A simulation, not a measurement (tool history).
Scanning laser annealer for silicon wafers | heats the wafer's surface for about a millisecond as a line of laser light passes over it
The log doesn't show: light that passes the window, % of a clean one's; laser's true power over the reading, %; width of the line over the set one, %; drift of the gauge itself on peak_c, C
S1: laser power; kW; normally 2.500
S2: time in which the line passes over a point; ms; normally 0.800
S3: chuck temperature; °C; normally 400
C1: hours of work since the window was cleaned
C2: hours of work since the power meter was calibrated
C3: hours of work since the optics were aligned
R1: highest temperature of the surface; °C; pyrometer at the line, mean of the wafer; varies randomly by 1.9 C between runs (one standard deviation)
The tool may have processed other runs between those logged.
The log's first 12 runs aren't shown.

Run 13, hour 797.1: usual settings but S2 0.567 ms, S3 381 °C; C1 352; C2 1139; C3 220. Result: R1 986 °C.
Run 14, hour 848.4: usual settings but S1 2.157 kW; C1 374; C2 1162; C3 243. Result: R1 1029 °C.
Run 15, hour 905.0: usual settings but S2 0.713 ms; C1 399; C2 1187; C3 268. Result: R1 1082 °C.
Run 16, hour 981.4: usual settings but S2 0.713 ms; C1 433; C2 1221; C3 302. Result: R1 1079 °C.
Run 17, hour 1040.8: usual settings but S2 0.695 ms, S3 419 °C; C1 460; C2 1247; C3 328. Result: R1 1091 °C.
Run 18, hour 1081.2: usual settings but S1 2.611 kW, S2 0.626 ms, S3 368 °C; C1 478; C2 1265; C3 346. Result: R1 1030 °C.
Run 19, hour 1171.7: usual settings but S1 2.611 kW, S2 0.626 ms, S3 368 °C; C1 518; C2 1305; C3 386. Result: R1 1027 °C.
Run 20, hour 1210.9: usual settings but S1 2.611 kW, S2 0.626 ms, S3 368 °C; C1 535; C2 1323; C3 404. Result: R1 1030 °C.
At hour 1218.6: window over the wafer cleaned.
Run 21, hour 1275.5: usual settings but S1 2.611 kW, S2 0.626 ms, S3 368 °C; C1 25; C2 1351; C3 432. Result: R1 1014 °C.
Run 22, hour 1355.0: usual settings but S1 2.611 kW, S2 0.626 ms, S3 368 °C; C1 61; C2 1386; C3 467. Result: R1 1007 °C.
Run 23, hour 1394.1: usual settings but S1 2.611 kW, S2 0.626 ms, S3 368 °C; C1 78; C2 1403; C3 484. Result: R1 1011 °C.
Run 24, hour 1452.0: usual settings but S1 2.611 kW, S2 0.626 ms, S3 368 °C; C1 104; C2 1429; C3 510. Result: R1 1010 °C.
Run 25, hour 1499.2: usual settings but S1 2.611 kW, S2 0.731 ms, S3 368 °C; C1 125; C2 1450; C3 531. Result: R1 1063 °C.
Run 26, hour 1554.0: usual settings but S2 0.845 ms, S3 415 °C; C1 149; C2 1474; C3 555. Result: R1 1133 °C.
Run 27, hour 1625.0: usual settings but S2 0.817 ms, S3 362 °C; C1 180; C2 1506; C3 587. Result: R1 1065 °C.
Run 28, hour 1701.2: usual settings but S1 2.170 kW, S2 0.920 ms, S3 361 °C; C1 214; C2 1540; C3 621. Result: R1 1009 °C.
At hour 1722.1: window over the wafer cleaned, once more.
Run 29, hour 1793.9: usual settings but S1 2.494 kW, S2 0.624 ms; C1 32; C2 1580; C3 661. Result: R1 1044 °C.
Run 30, hour 1857.8: usual settings but S1 2.314 kW, S2 0.707 ms, S3 408 °C; C1 60; C2 1608; C3 689. Result: R1 1051 °C.

Consider 5 possible next runs. They are alternatives, not a sequence: every one starts from the tool as it was left by run 30. What does each give?
Run A, hour 1947.1: usual settings but S2 0.626 ms, S3 365 °C; C1 100; C2 1648; C3 729. Result: R1 ?.
Run B, hour 1947.1: usual settings but S1 2.609 kW, S2 0.603 ms, S3 422 °C; C1 100; C2 1648; C3 729. Result: R1 ?.
Run C, hour 1947.1: usual settings but S1 2.190 kW, S2 0.829 ms, S3 395 °C; C1 100; C2 1648; C3 729. Result: R1 ?.
Run D, hour 1947.1: usual settings but S1 2.268 kW, S2 0.978 ms, S3 386 °C; C1 100; C2 1648; C3 729. Result: R1 ?.
Run E, hour 1947.1: usual settings but S2 0.959 ms; C1 100; C2 1648; C3 729. Result: R1 ?.

run    R1
  A  1012
  B  1084
  C  1050
  D  1126
  E  1206
Stripped of hidden state, with their random variation kept, the same runs would have yielded:
run    R1
  A  1026
  B  1099
  C  1064
  D  1142
  E  1224
